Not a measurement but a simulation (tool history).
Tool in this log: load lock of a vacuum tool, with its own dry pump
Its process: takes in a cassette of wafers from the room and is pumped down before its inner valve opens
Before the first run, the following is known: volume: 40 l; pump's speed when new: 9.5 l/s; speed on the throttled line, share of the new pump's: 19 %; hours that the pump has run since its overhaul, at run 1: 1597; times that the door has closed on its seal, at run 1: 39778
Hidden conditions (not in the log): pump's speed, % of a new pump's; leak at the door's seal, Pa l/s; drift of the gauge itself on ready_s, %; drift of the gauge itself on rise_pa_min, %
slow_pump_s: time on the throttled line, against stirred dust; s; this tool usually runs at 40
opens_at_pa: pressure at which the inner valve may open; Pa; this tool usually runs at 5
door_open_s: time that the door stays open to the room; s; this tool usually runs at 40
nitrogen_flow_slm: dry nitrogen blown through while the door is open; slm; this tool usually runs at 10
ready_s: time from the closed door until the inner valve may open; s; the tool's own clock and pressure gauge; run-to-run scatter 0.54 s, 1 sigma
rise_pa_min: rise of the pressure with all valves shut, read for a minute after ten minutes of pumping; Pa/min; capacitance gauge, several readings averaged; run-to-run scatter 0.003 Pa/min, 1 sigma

| run | hour | slow_pump_s | opens_at_pa | door_open_s | nitrogen_flow_slm | hours that the pump has run since its overhaul | times that the door has closed on its seal | incoming humidity of the room's air, % | ready_s | rise_pa_min |
|---|---|---|---|---|---|---|---|---|---|---|
| 1 | 0 | 40 | 5 | 40 | 10 | 1597 | 39778 | 40.5 | 74.8 | 0.041 |
| 2 | 280 | 40 | 5 | 40 | 10 | 1877 | 40575 | 46.6 | 74.8 | 0.042 |
| 3 | 547.9 | 40 | 5 | 40 | 10 | 2145 | 41338 | 43.3 | 74.4 | 0.042 |
| 4 | 837.9 | 40 | 5 | 40 | 10 | 2435 | 42164 | 47.8 | 75.8 | 0.045 |
| 5 | 1067 | 30 | 5 | 40 | 10 | 2664 | 42816 | 45.4 | 66.2 | 0.042 |
| 6 | 1212.2 | 30 | 5 | 40 | 10 | 2809 | 43230 | 44.3 | 66.3 | 0.047 |
| 7 | 1550.5 | 21 | 5 | 40 | 10 | 3147 | 44193 | 43.5 | 60 | 0.041 |
| 8 | 1778.5 | 21 | 5 | 40 | 10 | 3375 | 44842 | 45.1 | 59.5 | 0.044 |
| 9 | 2091.1 | 21 | 5 | 40 | 10 | 3688 | 45732 | 47.2 | 58.5 | 0.045 |
| 10 | 2312 | 21 | 5 | 40 | 10 | 3909 | 46361 | 42.5 | 59.2 | 0.039 |
| 11 | 2581 | 21 | 5 | 40 | 10 | 4178 | 47126 | 46.5 | 59.7 | 0.045 |
| 12 | 2824.6 | 21 | 5 | 40 | 10 | 4421 | 47820 | 42.9 | 59.8 | 0.041 |
| 13 | 3068 | 21 | 5 | 40 | 10 | 4665 | 48513 | 44.7 | 59.7 | 0.043 |
| 14 | 3275.9 | 21 | 5 | 40 | 10 | 4873 | 49105 | 45.3 | 59.2 | 0.043 |
| 15 | 3514.6 | 21 | 5 | 40 | 10 | 5111 | 49785 | 43.7 | 59.6 | 0.045 |
| 16 | 3863.9 | 21 | 5 | 40 | 10 | 5461 | 50779 | 41 | 59.6 | 0.032 |
| 17 | 4165.7 | 21 | 5 | 40 | 10 | 5762 | 51638 | 47.1 | 59.3 | 0.051 |
| 18 | 4453.8 | 40 | 5 | 40 | 10 | 6051 | 52458 | 47.4 | 74.1 | 0.046 |
| 19 | 4739.8 | 40 | 5 | 40 | 10 | 6337 | 53273 | 45.3 | 74.9 | 0.046 |
| 20 | 4895.1 | 43 | 4 | 46 | 19 | 6492 | 53715 | 45.1 | 77.1 | 0.029 |
| 21 | 5107.7 | 40 | 5 | 101 | 10 | 6704 | 54320 | 44.9 | 74.3 | 0.076 |
| 22 | 5452.1 | 72 | 4 | 40 | 6 | 7049 | 55301 | 46 | 101.7 | 0.055 |
| 23 | 5797.2 | 55 | 5 | 40 | 10 | 7394 | 56283 | 43.4 | 87.6 | 0.043 |
|  | 6049.6 | door's seal changed, seat wiped |
| 24 | 6136.4 | 55 | 5 | 40 | 10 | 7732 | 247 | 44.7 | 87 | 0.04 |
| 25 | 6432.8 | 27 | 8 | 32 | 5 | 8028 | 1091 | 45.1 | 62 | 0.044 |
| 26 | 6717.8 | 27 | 8 | 32 | 5 | 8313 | 1903 | 42 | 61.4 | 0.044 |
| 27 | 7007 | 27 | 5 | 32 | 44 | 8602 | 2726 | 47.2 | 64 | 0.018 |
| 28 | 7253 | 27 | 5 | 32 | 44 | 8848 | 3427 | 44.9 | 64.8 | 0.016 |
| 29 | 7577.3 | 27 | 5 | 32 | 8 | 9172 | 4350 | 41.7 | 64.6 | 0.036 |
| 30 | 7868.3 | 76 | 5 | 228 | 13 | 9463 | 5178 | 41.7 | 103.5 | 0.102 |
| 31 | 8019.5 | 76 | 5 | 228 | 13 | 9615 | 5609 | 44 | 104.7 | 0.108 |
| 32 | 8220.3 | 40 | 9 | 40 | 8 | 9815 | 6180 | 46 | 72 | 0.052 |
| 33 | 8471.8 | 40 | 8 | 40 | 17 | 10067 | 6897 | 46.8 | 72.4 | 0.035 |
| 34 | 8786.5 | 28 | 8 | 40 | 17 | 10382 | 7792 | 45 | 63.5 | 0.035 |
| 35 | 9122.3 | 32 | 5 | 40 | 8 | 10717 | 8748 | 45.3 | 67.8 | 0.044 |
| 36 | 9454.1 | 32 | 5 | 40 | 8 | 11049 | 9693 | 46.7 | 68.2 | 0.043 |

Hidden condition of the tool, last listed run before each entry between runs versus first listed run after:
Logged between run 23 and run 24: door's seal changed, seat wiped (hour 6049.6)
  leak at the door's seal, Pa l/s: 0.0026 -> 0.002
